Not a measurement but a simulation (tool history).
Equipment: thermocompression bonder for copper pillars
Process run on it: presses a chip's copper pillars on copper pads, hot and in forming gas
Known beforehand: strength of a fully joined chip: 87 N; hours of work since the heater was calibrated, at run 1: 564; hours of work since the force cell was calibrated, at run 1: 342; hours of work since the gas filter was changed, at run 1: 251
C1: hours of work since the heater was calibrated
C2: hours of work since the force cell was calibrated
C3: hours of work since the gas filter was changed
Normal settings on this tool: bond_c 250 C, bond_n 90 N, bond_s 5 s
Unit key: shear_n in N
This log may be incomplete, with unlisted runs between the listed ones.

Run 1, hour 0.0: usual settings; C1 564; C2 342; C3 251. Result: shear_n 33.0 N.
Run 2, hour 18.6: usual settings; C1 573; C2 352; C3 261. Result: shear_n 33.3 N.
Run 3, hour 38.0: usual settings; C1 583; C2 362; C3 271. Result: shear_n 33.2 N.
Run 4, hour 63.7: usual settings; C1 597; C2 375; C3 284. Result: shear_n 33.4 N.
Run 5, hour 89.1: usual settings; C1 610; C2 388; C3 297. Result: shear_n 32.9 N.
Run 6, hour 108.3: usual settings; C1 620; C2 398; C3 307. Result: shear_n 33.1 N.
Run 7, hour 119.9: usual settings; C1 626; C2 404; C3 313. Result: shear_n 32.8 N.
Run 8, hour 137.9: usual settings but bond_s 13 s; C1 635; C2 413; C3 323. Result: shear_n 46.6 N.
Run 9, hour 155.5: usual settings; C1 644; C2 422; C3 332. Result: shear_n 32.8 N.
Run 10, hour 180.2: usual settings; C1 657; C2 435; C3 344. Result: shear_n 32.8 N.
At hour 195.3: forming gas filter changed.
Run 11, hour 206.3: usual settings; C1 670; C2 448; C3 6. Result: shear_n 33.1 N.
Run 12, hour 229.9: usual settings; C1 682; C2 460; C3 18. Result: shear_n 33.1 N.
Run 13, hour 255.2: usual settings but bond_s 14 s; C1 695; C2 473; C3 31. Result: shear_n 48.2 N.
Run 14, hour 280.7: usual settings but bond_s 3 s; C1 708; C2 486; C3 44. Result: shear_n 27.0 N.
Run 15, hour 304.1: usual settings but bond_c 272 C, bond_n 77 N, bond_s 3 s; C1 720; C2 499; C3 56. Result: shear_n 32.5 N.
Run 16, hour 327.1: usual settings but bond_c 265 C, bond_n 82 N; C1 732; C2 510; C3 68. Result: shear_n 37.5 N.
Run 17, hour 338.5: usual settings but bond_c 265 C, bond_n 82 N; C1 738; C2 516; C3 74. Result: shear_n 37.9 N.
Run 18, hour 358.4: usual settings but bond_c 265 C, bond_n 82 N; C1 748; C2 526; C3 84. Result: shear_n 37.7 N.
Run 19, hour 383.1: usual settings but bond_c 267 C, bond_n 82 N, bond_s 6 s; C1 761; C2 539; C3 97. Result: shear_n 40.5 N.
Run 20, hour 408.7: usual settings but bond_c 241 C, bond_n 72 N, bond_s 4 s; C1 774; C2 552; C3 110. Result: shear_n 24.0 N.
Run 21, hour 423.3: usual settings but bond_c 241 C, bond_n 72 N, bond_s 4 s; C1 782; C2 560; C3 118. Result: shear_n 23.7 N.
Run 22, hour 441.4: usual settings but bond_c 241 C, bond_n 72 N, bond_s 4 s; C1 791; C2 569; C3 127. Result: shear_n 23.9 N.
Run 23, hour 465.6: usual settings but bond_c 225 C, bond_n 58 N, bond_s 7 s; C1 804; C2 582; C3 139. Result: shear_n 21.3 N.
Run 24, hour 488.3: usual settings but bond_c 235 C, bond_n 82 N, bond_s 13 s; C1 815; C2 593; C3 151. Result: shear_n 37.4 N.
Run 25, hour 508.0: usual settings but bond_c 235 C, bond_n 82 N, bond_s 13 s; C1 826; C2 604; C3 161. Result: shear_n 37.8 N.

Here are 3 independent what-if runs from the current tool condition. What would each one return?
Run A, hour 523.5: usual settings but bond_c 235 C, bond_n 134 N, bond_s 7 s; C1 833; C2 612; C3 169. Result: shear_n ?.
Run B, hour 523.5: usual settings but bond_c 269 C, bond_s 3 s; C1 833; C2 612; C3 169. Result: shear_n ?.
Run C, hour 523.5: usual settings but bond_c 265 C, bond_n 93 N, bond_s 13 s; C1 833; C2 612; C3 169. Result: shear_n ?.

run  shear_n
  A     37.7
  B     33.7
  C     54.7
Stripped of hidden state, with their random variation kept, the same runs would have yielded:
run  shear_n
  A     37.7
  B     33.7
  C     54.7
